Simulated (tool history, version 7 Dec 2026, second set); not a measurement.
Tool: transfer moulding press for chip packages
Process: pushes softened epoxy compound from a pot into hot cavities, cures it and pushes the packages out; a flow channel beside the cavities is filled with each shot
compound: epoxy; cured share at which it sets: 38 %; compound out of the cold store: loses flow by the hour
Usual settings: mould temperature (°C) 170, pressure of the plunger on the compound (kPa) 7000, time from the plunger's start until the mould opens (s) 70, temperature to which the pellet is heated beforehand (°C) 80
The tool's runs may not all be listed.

run   hour  mould temperature (°C)  pressure of the plunger on the compound (kPa)  time from the plunger's start until the mould opens (s)  temperature to which the pellet is heated beforehand (°C)  incoming compound's hours out of the cold store  length that the compound runs in the flow channel (mm)  greatest force on the pins that push the packages out (N)
  1    0.0                     170                                           7000                                                       70                                                         80                                              8.2                                                     773                                                        781
       6.7  -- cavities cleaned with cleaning compound and waxed
  2   11.6                     170                                           7000                                                       70                                                         80                                             25.3                                                     714                                                        812
  3   16.3                     170                                           7000                                                       70                                                         80                                             44.6                                                     658                                                        734
  4   22.0                     175                                           7000                                                       70                                                         80                                             13.5                                                     739                                                        653
      29.0  -- cavities cleaned with cleaning compound and waxed, once more
  5   29.8                     175                                           7000                                                       70                                                         80                                             35.4                                                     661                                                        445
  6   37.9                     175                                           7000                                                       70                                                         80                                             11.3                                                     730                                                        476
  7   43.0                     170                                           7000                                                       70                                                         80                                             19.1                                                     734                                                        644
  8   50.2                     170                                           7610                                                       70                                                         80                                             11.6                                                     774                                                        665
  9   58.2                     170                                           7000                                                       58                                                         80                                             20.3                                                     716                                                       1106
 10   64.2                     170                                           7000                                                       58                                                         80                                             12.4                                                     739                                                       1139
 11   73.1                     177                                           7000                                                       70                                                         80                                             45.3                                                     629                                                        501
 12   79.0                     177                                           7000                                                       70                                                         80                                              8.2                                                     729                                                        557
 13   84.7                     177                                           7000                                                       70                                                         80                                             17.8                                                     702                                                        535
 14   90.2                     177                                           7000                                                       70                                                         80                                             34.1                                                     662                                                        544
 15  101.3                     170                                           8260                                                       55                                                         80                                             26.6                                                     751                                                       1386
     108.3  -- cavities cleaned with cleaning compound and waxed
 16  109.1                     174                                           7700                                                       70                                                         80                                             18.7                                                     733                                                        468
 17  115.6                     165                                           6440                                                       74                                                         80                                             21.3                                                     693                                                        745
 18  124.6                     165                                           8340                                                       74                                                         73                                             36.8                                                     744                                                        754
 19  132.5                     164                                           6670                                                       99                                                         71                                             39.6                                                     654                                                        512
 20  138.2                     164                                           6670                                                       99                                                         71                                             38.4                                                     665                                                        515
 21  147.2                     174                                           6460                                                       99                                                         71                                             15.5                                                     678                                                        468
 22  154.7                     164                                           7520                                                       52                                                         75                                              8.8                                                     795                                                       2222
 23  160.7                     170                                           6520                                                       77                                                         80                                             44.2                                                     621                                                        564
 24  167.0                     170                                           7580                                                       87                                                         80                                             31.0                                                     708                                                        543
 25  177.8                     174                                           7000                                                       70                                                         88                                             16.7                                                     696                                                        582
     186.8  -- cavities cleaned with cleaning compound and waxed
 26  186.8                     174                                           8600                                                       85                                                         88                                             11.9                                                     775                                                        389
 27  194.6                     174                                           8600                                                       85                                                         88                                             34.4                                                     713                                                        436
 28  202.7                     170                                           6650                                                       70                                                         74                                             11.5                                                     707                                                        645

Forecast each of these 5 alternatives for the next run:
     212.9  -- plunger's sealing rings changed
  A  215.6                     170                                           6650                                                       52                                                         86                                             20.6                                                       ?                                                          ?
     212.9  -- plunger's sealing rings changed
  B  215.6                     163                                           7000                                                       84                                                         86                                             25.6                                                       ?                                                          ?
     212.9  -- plunger's sealing rings changed
  C  215.6                     169                                           7530                                                       78                                                         74                                             23.5                                                       ?                                                          ?
     212.9  -- plunger's sealing rings changed
  D  215.6                     165                                           6650                                                       70                                                         74                                             41.1                                                       ?                                                          ?
     212.9  -- plunger's sealing rings changed
  E  215.6                     170                                           6650                                                       57                                                         74                                             22.2                                                       ?                                                          ?

run  length that the compound runs in the flow channel (mm)  greatest force on the pins that push the packages out (N)
  A                                                     734                                                       1420
  B                                                     769                                                        665
  C                                                     782                                                        578
  D                                                     706                                                        896
  E                                                     734                                                       1113
Without the tool's hidden state the same runs would have given:
run  length that the compound runs in the flow channel (mm)  greatest force on the pins that push the packages out (N)
  A                                                     738                                                       1252
  B                                                     774                                                        589
  C                                                     786                                                        506
  D                                                     710                                                        797
  E                                                     738                                                        987

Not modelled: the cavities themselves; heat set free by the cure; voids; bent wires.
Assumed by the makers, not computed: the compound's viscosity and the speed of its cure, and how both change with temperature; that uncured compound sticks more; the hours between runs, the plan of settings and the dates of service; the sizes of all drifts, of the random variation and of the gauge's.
